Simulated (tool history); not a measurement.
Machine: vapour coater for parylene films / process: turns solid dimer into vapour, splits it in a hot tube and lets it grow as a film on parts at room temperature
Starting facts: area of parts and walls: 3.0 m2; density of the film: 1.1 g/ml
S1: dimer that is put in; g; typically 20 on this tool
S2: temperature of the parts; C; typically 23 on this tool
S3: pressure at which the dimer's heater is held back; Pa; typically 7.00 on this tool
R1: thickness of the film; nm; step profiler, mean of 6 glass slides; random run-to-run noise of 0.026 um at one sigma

run 1 day=0.000 | S1=20 S2=23 S3=7.00 | R1=4020
run 2 day=0.662 | S1=20 S2=23 S3=7.00 | R1=4040
run 3 day=1.058 | S1=20 S2=23 S3=7.00 | R1=4040
run 4 day=1.646 | S1=20 S2=23 S3=7.00 | R1=4040
run 5 day=2.054 | S1=20 S2=23 S3=7.00 | R1=4050
run 6 day=2.383 | S1=20 S2=23 S3=7.00 | R1=4070
run 7 day=3.042 | S1=22 S2=23 S3=7.00 | R1=4410
run 8 day=3.608 | S1=12 S2=23 S3=7.00 | R1=2420
run 9 day=4.100 | S1=12 S2=23 S3=7.00 | R1=2410
run 10 day=4.783 | S1=12 S2=23 S3=7.00 | R1=2400
run 11 day=5.162 | S1=12 S2=23 S3=7.00 | R1=2360
-- day=5.383 trap's valve overhauled
run 12 day=5.667 | S1=16 S2=17 S3=7.00 | R1=3470
run 13 day=6.042 | S1=21 S2=23 S3=11.38 | R1=3710

The next listed run, before its measurement:
run 14 day=6.600 | S1=21 S2=23 S3=11.38 | R1=?

Run 14 measured R1 3730 nm.
The same run, on a tool lacking any hidden state, would have yielded R1 4010 nm.
